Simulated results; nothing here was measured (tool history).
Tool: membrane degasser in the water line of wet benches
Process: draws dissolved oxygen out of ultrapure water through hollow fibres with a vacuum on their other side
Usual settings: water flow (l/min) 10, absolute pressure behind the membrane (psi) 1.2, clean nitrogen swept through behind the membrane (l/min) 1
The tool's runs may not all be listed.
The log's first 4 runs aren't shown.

run	hour	water flow (l/min)	absolute pressure behind the membrane (psi)	clean nitrogen swept through behind the membrane (l/min)	dissolved oxygen in the water behind the degasser (ppb)	pressure that the water loses in the fibres (psi)
5	206.5	12	1.2	1	158.9	9.471
6	247.7	12	1.2	1	157.2	9.493
7	330.2	12	1.2	1	157.4	9.506
8	388.6	10	1.2	1	125.5	7.855
9	460	10	1.2	1	126.1	7.916
10	496.2	10	1.2	1	126.7	7.894
11	555.7	10	1.2	1.14	114.1	7.928
12	603.2	9	1.2	1	111.6	7.161
13	644.4	10	1.2	1	127.8	7.928
# hour 712.2: vacuum gauge calibrated
14	720.6	10	1.2	1	126.5	7.899
15	754.6	10	1.2	1	125.8	7.91
16	792	10	1.2	1	126.7	7.936

The next listed run, before its measurement:
17	847	10	1.2	1	?	?

Run 17 gave dissolved oxygen in the water behind the degasser (ppb) 125.7, pressure that the water loses in the fibres (psi) 8.048.
Without the tool's hidden state the same run would have given dissolved oxygen in the water behind the degasser (ppb) 125.4, pressure that the water loses in the fibres (psi) 7.929.

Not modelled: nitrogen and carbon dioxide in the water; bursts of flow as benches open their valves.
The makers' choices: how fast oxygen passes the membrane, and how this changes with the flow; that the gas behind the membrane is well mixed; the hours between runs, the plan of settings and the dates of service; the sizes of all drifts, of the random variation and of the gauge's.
